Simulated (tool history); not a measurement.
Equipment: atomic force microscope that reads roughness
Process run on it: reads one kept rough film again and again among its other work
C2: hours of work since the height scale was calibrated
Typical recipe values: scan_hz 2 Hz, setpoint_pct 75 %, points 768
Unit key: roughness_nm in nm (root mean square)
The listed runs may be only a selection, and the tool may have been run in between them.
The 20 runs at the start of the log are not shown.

run 21 hour=151.3 | scan_hz=1.18 setpoint_pct=75 points=768 | pictures_with_this_tip=59 C2=185 | roughness_nm=1.02
run 22 hour=155.7 | scan_hz=2 setpoint_pct=75 points=768 | pictures_with_this_tip=64 C2=187 | roughness_nm=0.971
run 23 hour=163.2 | scan_hz=2 setpoint_pct=75 points=768 | pictures_with_this_tip=73 C2=191 | roughness_nm=0.97
run 24 hour=168.2 | scan_hz=0.65 setpoint_pct=67 points=575 | pictures_with_this_tip=79 C2=193 | roughness_nm=1.074
run 25 hour=172.7 | scan_hz=1.16 setpoint_pct=56 points=727 | pictures_with_this_tip=84 C2=195 | roughness_nm=1.079
run 26 hour=180.9 | scan_hz=1.16 setpoint_pct=56 points=727 | pictures_with_this_tip=94 C2=198 | roughness_nm=1.081
run 27 hour=190.3 | scan_hz=0.79 setpoint_pct=66 points=446 | pictures_with_this_tip=105 C2=202 | roughness_nm=1.069
run 28 hour=200.7 | scan_hz=3.03 setpoint_pct=85 points=311 | pictures_with_this_tip=117 C2=207 | roughness_nm=0.811
run 29 hour=209 | scan_hz=0.72 setpoint_pct=69 points=541 | pictures_with_this_tip=127 C2=211 | roughness_nm=1.066
run 30 hour=215.2 | scan_hz=0.72 setpoint_pct=69 points=541 | pictures_with_this_tip=134 C2=213 | roughness_nm=1.068
run 31 hour=222 | scan_hz=0.88 setpoint_pct=77 points=330 | pictures_with_this_tip=142 C2=216 | roughness_nm=1.029
run 32 hour=232.4 | scan_hz=0.88 setpoint_pct=77 points=330 | pictures_with_this_tip=155 C2=221 | roughness_nm=1.032
run 33 hour=240.4 | scan_hz=0.88 setpoint_pct=77 points=330 | pictures_with_this_tip=164 C2=224 | roughness_nm=1.028
run 34 hour=246.3 | scan_hz=0.5 setpoint_pct=81 points=1017 | pictures_with_this_tip=171 C2=227 | roughness_nm=1.056
run 35 hour=251.9 | scan_hz=0.51 setpoint_pct=56 points=604 | pictures_with_this_tip=178 C2=229 | roughness_nm=1.094
run 36 hour=256.3 | scan_hz=0.51 setpoint_pct=56 points=604 | pictures_with_this_tip=183 C2=231 | roughness_nm=1.097
run 37 hour=261 | scan_hz=0.51 setpoint_pct=56 points=415 | pictures_with_this_tip=189 C2=233 | roughness_nm=1.092
run 38 hour=270.9 | scan_hz=0.87 setpoint_pct=60 points=447 | pictures_with_this_tip=200 C2=238 | roughness_nm=1.075
run 39 hour=279.8 | scan_hz=0.87 setpoint_pct=60 points=447 | pictures_with_this_tip=211 C2=242 | roughness_nm=1.076
run 40 hour=287.2 | scan_hz=2.9 setpoint_pct=70 points=447 | pictures_with_this_tip=220 C2=245 | roughness_nm=0.956
run 41 hour=291.9 | scan_hz=0.7 setpoint_pct=57 points=571 | pictures_with_this_tip=225 C2=247 | roughness_nm=1.088
run 42 hour=300.8 | scan_hz=2.33 setpoint_pct=63 points=360 | pictures_with_this_tip=236 C2=251 | roughness_nm=1.019
run 43 hour=309 | scan_hz=1.92 setpoint_pct=75 points=833 | pictures_with_this_tip=245 C2=254 | roughness_nm=0.975
run 44 hour=317.4 | scan_hz=1.91 setpoint_pct=68 points=833 | pictures_with_this_tip=255 C2=258 | roughness_nm=1.014

3 ways to go on from here, each from the tool as it stands after run 44. What would each give?
run A hour=323.7 | scan_hz=1.79 setpoint_pct=65 points=768 | pictures_with_this_tip=263 C2=261 | roughness_nm=?
run B hour=323.7 | scan_hz=2 setpoint_pct=89 points=357 | pictures_with_this_tip=263 C2=261 | roughness_nm=?
run C hour=323.7 | scan_hz=1.91 setpoint_pct=68 points=901 | pictures_with_this_tip=263 C2=261 | roughness_nm=?

run=A roughness_nm=1.034
run=B roughness_nm=0.858
run=C roughness_nm=1.014
With the hidden condition removed and each run's random variation left untouched, the same runs would have given:
run=A roughness_nm=1.035
run=B roughness_nm=0.859
run=C roughness_nm=1.014
